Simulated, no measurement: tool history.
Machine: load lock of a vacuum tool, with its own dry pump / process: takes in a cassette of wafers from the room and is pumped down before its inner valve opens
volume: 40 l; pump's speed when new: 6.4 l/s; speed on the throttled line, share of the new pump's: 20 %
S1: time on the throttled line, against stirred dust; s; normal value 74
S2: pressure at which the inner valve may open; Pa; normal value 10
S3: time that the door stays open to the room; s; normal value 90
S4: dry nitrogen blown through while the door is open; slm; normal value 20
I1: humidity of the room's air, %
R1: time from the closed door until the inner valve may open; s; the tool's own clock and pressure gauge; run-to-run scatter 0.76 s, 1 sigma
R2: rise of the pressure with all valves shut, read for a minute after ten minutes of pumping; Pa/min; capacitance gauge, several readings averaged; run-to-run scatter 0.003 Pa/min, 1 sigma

{"run": 1, "hour": 0.0, "S1": 74, "S2": 10, "S3": 90, "S4": 20, "I1": 42.9, "R1": 115.8, "R2": 0.054}
{"run": 2, "hour": 204.6, "S1": 74, "S2": 10, "S3": 90, "S4": 20, "I1": 43.3, "R1": 115.6, "R2": 0.049}
{"run": 3, "hour": 467.8, "S1": 74, "S2": 10, "S3": 90, "S4": 20, "I1": 46, "R1": 117.6, "R2": 0.055}
{"run": 4, "hour": 788.5, "S1": 74, "S2": 10, "S3": 90, "S4": 20, "I1": 47.7, "R1": 116.4, "R2": 0.053}
{"run": 5, "hour": 972.1, "S1": 74, "S2": 8, "S3": 90, "S4": 20, "I1": 43.7, "R1": 120, "R2": 0.042}
{"run": 6, "hour": 1273.2, "S1": 74, "S2": 8, "S3": 90, "S4": 20, "I1": 46.6, "R1": 118.9, "R2": 0.056}
{"run": 7, "hour": 1500.1, "S1": 74, "S2": 9, "S3": 90, "S4": 20, "I1": 45, "R1": 117.2, "R2": 0.043}
{"run": 8, "hour": 1773.5, "S1": 74, "S2": 10, "S3": 90, "S4": 20, "I1": 49, "R1": 117.7, "R2": 0.058}
{"run": 9, "hour": 1982.6, "S1": 74, "S2": 10, "S3": 90, "S4": 20, "I1": 42.9, "R1": 116.1, "R2": 0.051}
{"run": 10, "hour": 2295.3, "S1": 74, "S2": 10, "S3": 90, "S4": 20, "I1": 45.4, "R1": 116.8, "R2": 0.055}
{"run": 11, "hour": 2452.1, "S1": 74, "S2": 10, "S3": 90, "S4": 20, "I1": 47.6, "R1": 117, "R2": 0.055}
{"run": 12, "hour": 2623.2, "S1": 74, "S2": 10, "S3": 90, "S4": 20, "I1": 44.5, "R1": 116.7, "R2": 0.05}
{"run": 13, "hour": 2922.1, "S1": 74, "S2": 10, "S3": 90, "S4": 20, "I1": 45.5, "R1": 117, "R2": 0.049}
{"run": 14, "hour": 3125.6, "S1": 74, "S2": 10, "S3": 90, "S4": 20, "I1": 42.4, "R1": 117.1, "R2": 0.051}
{"run": 15, "hour": 3422.6, "S1": 74, "S2": 10, "S3": 90, "S4": 20, "I1": 44.1, "R1": 118.4, "R2": 0.056}
{"run": 16, "hour": 3661.4, "S1": 74, "S2": 10, "S3": 90, "S4": 20, "I1": 49.1, "R1": 117.3, "R2": 0.059}
{"run": 17, "hour": 3897.8, "S1": 74, "S2": 10, "S3": 90, "S4": 20, "I1": 46.7, "R1": 116.8, "R2": 0.051}
{"run": 18, "hour": 4122.4, "S1": 74, "S2": 10, "S3": 90, "S4": 20, "I1": 46.8, "R1": 117.4, "R2": 0.049}
{"run": 19, "hour": 4383.7, "S1": 74, "S2": 10, "S3": 90, "S4": 20, "I1": 46.8, "R1": 117.1, "R2": 0.054}
{"run": 20, "hour": 4664.2, "S1": 74, "S2": 10, "S3": 90, "S4": 14, "I1": 47.7, "R1": 118.7, "R2": 0.063}
{"run": 21, "hour": 4864.1, "S1": 74, "S2": 10, "S3": 80, "S4": 14, "I1": 45.5, "R1": 116.2, "R2": 0.054}
{"run": 22, "hour": 5112.4, "S1": 45, "S2": 10, "S3": 78, "S4": 19, "I1": 46.5, "R1": 94.7, "R2": 0.05}
{"run": 23, "hour": 5282.0, "S1": 62, "S2": 10, "S3": 27, "S4": 6, "I1": 47.1, "R1": 107.3, "R2": 0.043}
{"run": 24, "hour": 5436.3, "S1": 62, "S2": 12, "S3": 118, "S4": 6, "I1": 46.7, "R1": 105.8, "R2": 0.08}
{"run": 25, "hour": 5624.4, "S1": 65, "S2": 13, "S3": 134, "S4": 38, "I1": 40.7, "R1": 109, "R2": 0.046}
{"run": 26, "hour": 5872.1, "S1": 49, "S2": 13, "S3": 25, "S4": 4, "I1": 44, "R1": 95, "R2": 0.047}
{"run": 27, "hour": 6031.2, "S1": 49, "S2": 13, "S3": 124, "S4": 7, "I1": 47.3, "R1": 94.4, "R2": 0.082}
{"run": 28, "hour": 6250.2, "S1": 41, "S2": 13, "S3": 124, "S4": 6, "I1": 45.4, "R1": 89.6, "R2": 0.084}
{"run": 29, "hour": 6467.9, "S1": 61, "S2": 12, "S3": 123, "S4": 5, "I1": 44.2, "R1": 103.6, "R2": 0.085}
{"run": 30, "hour": 6707.3, "S1": 87, "S2": 10, "S3": 90, "S4": 21, "I1": 42.3, "R1": 125.8, "R2": 0.042}
{"run": 31, "hour": 6904.6, "S1": 138, "S2": 13, "S3": 90, "S4": 21, "I1": 44.8, "R1": 166.2, "R2": 0.049}
{"run": 32, "hour": 7082.1, "S1": 74, "S2": 12, "S3": 30, "S4": 14, "I1": 42.9, "R1": 115.9, "R2": 0.038}
{"run": 33, "hour": 7326.0, "S1": 74, "S2": 11, "S3": 56, "S4": 28, "I1": 47.3, "R1": 116.6, "R2": 0.033}
{"run": 34, "hour": 7605.1, "S1": 74, "S2": 12, "S3": 56, "S4": 28, "I1": 44.2, "R1": 115.6, "R2": 0.038}
{"run": 35, "hour": 7760.8, "S1": 80, "S2": 10, "S3": 90, "S4": 20, "I1": 42.5, "R1": 122.7, "R2": 0.048}
{"run": 36, "hour": 7968.5, "S1": 80, "S2": 10, "S3": 90, "S4": 20, "I1": 45.7, "R1": 122.9, "R2": 0.053}
{"run": 37, "hour": 8261.8, "S1": 47, "S2": 9, "S3": 90, "S4": 20, "I1": 46.9, "R1": 96.1, "R2": 0.051}
{"run": 38, "hour": 8531.1, "S1": 47, "S2": 11, "S3": 90, "S4": 42, "I1": 42.6, "R1": 93.7, "R2": 0.033}

Not shown here: 1 entry made in the log between runs. Locate each between two listed runs and compare the hidden state at the listed run before it with the hidden state at the listed run after it:
From run 3 to run 4: door's seal changed, seat wiped (hour 750.2)
  leak at the door's seal, Pa l/s: 0.0034 -> 0.002
